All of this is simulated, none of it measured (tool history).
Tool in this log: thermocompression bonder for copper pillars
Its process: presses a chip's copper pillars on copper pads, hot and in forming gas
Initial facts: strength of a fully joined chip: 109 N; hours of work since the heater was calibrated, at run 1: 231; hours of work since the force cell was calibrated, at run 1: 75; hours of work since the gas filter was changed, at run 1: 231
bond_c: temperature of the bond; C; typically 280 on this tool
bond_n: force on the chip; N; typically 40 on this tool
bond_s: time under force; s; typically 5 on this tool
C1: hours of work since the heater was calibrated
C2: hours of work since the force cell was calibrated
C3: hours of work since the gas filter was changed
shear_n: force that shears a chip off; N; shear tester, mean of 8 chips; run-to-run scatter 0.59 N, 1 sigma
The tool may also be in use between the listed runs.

{"run": 1, "day": 0.0, "bond_c": 280, "bond_n": 40, "bond_s": 5, "C1": 231, "C2": 75, "C3": 231, "shear_n": 43.4}
{"run": 2, "day": 0.262, "bond_c": 280, "bond_n": 40, "bond_s": 5, "C1": 236, "C2": 80, "C3": 236, "shear_n": 43.8}
{"run": 3, "day": 0.817, "bond_c": 280, "bond_n": 40, "bond_s": 5, "C1": 246, "C2": 89, "C3": 246, "shear_n": 43.1}
{"run": 4, "day": 1.292, "bond_c": 280, "bond_n": 40, "bond_s": 5, "C1": 254, "C2": 98, "C3": 254, "shear_n": 43}
{"run": 5, "day": 1.783, "bond_c": 280, "bond_n": 40, "bond_s": 5, "C1": 263, "C2": 106, "C3": 263, "shear_n": 43.7}
{"run": 6, "day": 2.229, "bond_c": 288, "bond_n": 40, "bond_s": 5, "C1": 270, "C2": 114, "C3": 270, "shear_n": 47.6}
{"run": 7, "day": 2.65, "bond_c": 280, "bond_n": 40, "bond_s": 5, "C1": 278, "C2": 121, "C3": 278, "shear_n": 43.4}
{"run": 8, "day": 3.142, "bond_c": 280, "bond_n": 40, "bond_s": 5, "C1": 286, "C2": 130, "C3": 286, "shear_n": 42.5}
{"run": 9, "day": 3.579, "bond_c": 280, "bond_n": 40, "bond_s": 5, "C1": 294, "C2": 138, "C3": 294, "shear_n": 42.4}
{"run": 10, "day": 3.95, "bond_c": 280, "bond_n": 27, "bond_s": 5, "C1": 301, "C2": 144, "C3": 301, "shear_n": 29.6}
{"run": 11, "day": 4.379, "bond_c": 280, "bond_n": 27, "bond_s": 5, "C1": 308, "C2": 152, "C3": 308, "shear_n": 30}
{"run": 12, "day": 4.925, "bond_c": 280, "bond_n": 27, "bond_s": 5, "C1": 318, "C2": 161, "C3": 318, "shear_n": 28.8}
{"day": 5.162, "done": "forming gas filter changed"}
{"run": 13, "day": 5.458, "bond_c": 280, "bond_n": 27, "bond_s": 5, "C1": 327, "C2": 170, "C3": 5, "shear_n": 30.8}
{"run": 14, "day": 5.792, "bond_c": 280, "bond_n": 27, "bond_s": 3, "C1": 332, "C2": 176, "C3": 11, "shear_n": 24.2}
{"run": 15, "day": 6.296, "bond_c": 280, "bond_n": 40, "bond_s": 5, "C1": 341, "C2": 185, "C3": 20, "shear_n": 44.8}
{"run": 16, "day": 6.746, "bond_c": 280, "bond_n": 40, "bond_s": 5, "C1": 349, "C2": 193, "C3": 28, "shear_n": 43}
{"run": 17, "day": 7.154, "bond_c": 280, "bond_n": 40, "bond_s": 5, "C1": 356, "C2": 200, "C3": 35, "shear_n": 45.3}
{"run": 18, "day": 7.679, "bond_c": 280, "bond_n": 40, "bond_s": 5, "C1": 365, "C2": 209, "C3": 44, "shear_n": 44.9}
{"run": 19, "day": 8.146, "bond_c": 281, "bond_n": 40, "bond_s": 5, "C1": 374, "C2": 217, "C3": 52, "shear_n": 45.3}
{"run": 20, "day": 8.379, "bond_c": 281, "bond_n": 40, "bond_s": 5, "C1": 378, "C2": 221, "C3": 56, "shear_n": 44.9}
{"run": 21, "day": 8.779, "bond_c": 280, "bond_n": 35, "bond_s": 5, "C1": 385, "C2": 228, "C3": 63, "shear_n": 39.4}
{"run": 22, "day": 9.342, "bond_c": 265, "bond_n": 35, "bond_s": 5, "C1": 394, "C2": 238, "C3": 73, "shear_n": 31.9}
{"run": 23, "day": 9.85, "bond_c": 265, "bond_n": 35, "bond_s": 5, "C1": 403, "C2": 247, "C3": 82, "shear_n": 32.2}
{"run": 24, "day": 10.25, "bond_c": 304, "bond_n": 50, "bond_s": 8, "C1": 410, "C2": 254, "C3": 89, "shear_n": 77.9}
{"run": 25, "day": 10.483, "bond_c": 299, "bond_n": 54, "bond_s": 3, "C1": 414, "C2": 258, "C3": 93, "shear_n": 60.2}
{"day": 10.583, "done": "force cell calibrated"}
{"run": 26, "day": 10.846, "bond_c": 268, "bond_n": 40, "bond_s": 5, "C1": 420, "C2": 5, "C3": 98, "shear_n": 37.3}
{"run": 27, "day": 11.283, "bond_c": 297, "bond_n": 33, "bond_s": 3, "C1": 427, "C2": 12, "C3": 106, "shear_n": 37.4}
{"run": 28, "day": 11.588, "bond_c": 275, "bond_n": 51, "bond_s": 7, "C1": 433, "C2": 18, "C3": 111, "shear_n": 57.3}
{"run": 29, "day": 12.058, "bond_c": 275, "bond_n": 51, "bond_s": 7, "C1": 441, "C2": 26, "C3": 120, "shear_n": 57.4}
{"run": 30, "day": 12.496, "bond_c": 263, "bond_n": 38, "bond_s": 5, "C1": 449, "C2": 33, "C3": 127, "shear_n": 32.9}
{"run": 31, "day": 12.783, "bond_c": 263, "bond_n": 38, "bond_s": 5, "C1": 454, "C2": 38, "C3": 132, "shear_n": 32.4}
{"run": 32, "day": 13.067, "bond_c": 308, "bond_n": 40, "bond_s": 4, "C1": 459, "C2": 43, "C3": 137, "shear_n": 56.8}
{"day": 13.438, "done": "force cell calibrated, once more"}
{"run": 33, "day": 13.542, "bond_c": 275, "bond_n": 48, "bond_s": 13, "C1": 466, "C2": 2, "C3": 144, "shear_n": 66.1}
{"run": 34, "day": 13.858, "bond_c": 271, "bond_n": 59, "bond_s": 9, "C1": 471, "C2": 7, "C3": 150, "shear_n": 67}
{"run": 35, "day": 14.154, "bond_c": 280, "bond_n": 40, "bond_s": 4, "C1": 476, "C2": 12, "C3": 155, "shear_n": 41.3}
{"run": 36, "day": 14.575, "bond_c": 280, "bond_n": 33, "bond_s": 5, "C1": 484, "C2": 20, "C3": 162, "shear_n": 36.6}
{"run": 37, "day": 14.888, "bond_c": 253, "bond_n": 28, "bond_s": 6, "C1": 489, "C2": 25, "C3": 168, "shear_n": 22.7}
{"run": 38, "day": 15.375, "bond_c": 253, "bond_n": 28, "bond_s": 6, "C1": 498, "C2": 34, "C3": 176, "shear_n": 23.1}
{"run": 39, "day": 15.921, "bond_c": 294, "bond_n": 36, "bond_s": 14, "C1": 507, "C2": 43, "C3": 186, "shear_n": 67.5}

Selected run-to-run steps in shear_n, each split into two signed amounts: the part the tool would show with no hidden state at all (from settings, incoming material and random variation), and the remainder, which goes to the hidden state together with any gauge scatter not common to the measured and the hidden-state-free results:
Hidden conditions of the tool in this case: true temperature of the bond over the reading, C; force that reaches the chip, % of what is set; oxide that the forming gas leaves, % of the face; drift of the gauge itself on shear_n, %.
Run 12 -> 13: forming gas filter changed. shear_n +2 N: hidden state +1.5, all else +0.5.
Run 23 -> 24: bond_c 265 -> 304, bond_n 35 -> 50, bond_s 5 -> 8. shear_n +45.7 N: hidden state -0.9, all else +46.6.
Run 34 -> 35: bond_c 271 -> 280, bond_n 59 -> 40, bond_s 9 -> 4. shear_n -25.7 N: hidden state +0.6, all else -26.3.
Run 38 -> 39: bond_c 253 -> 294, bond_n 28 -> 36, bond_s 6 -> 14. shear_n +44.4 N: hidden state -1.2, all else +45.6.
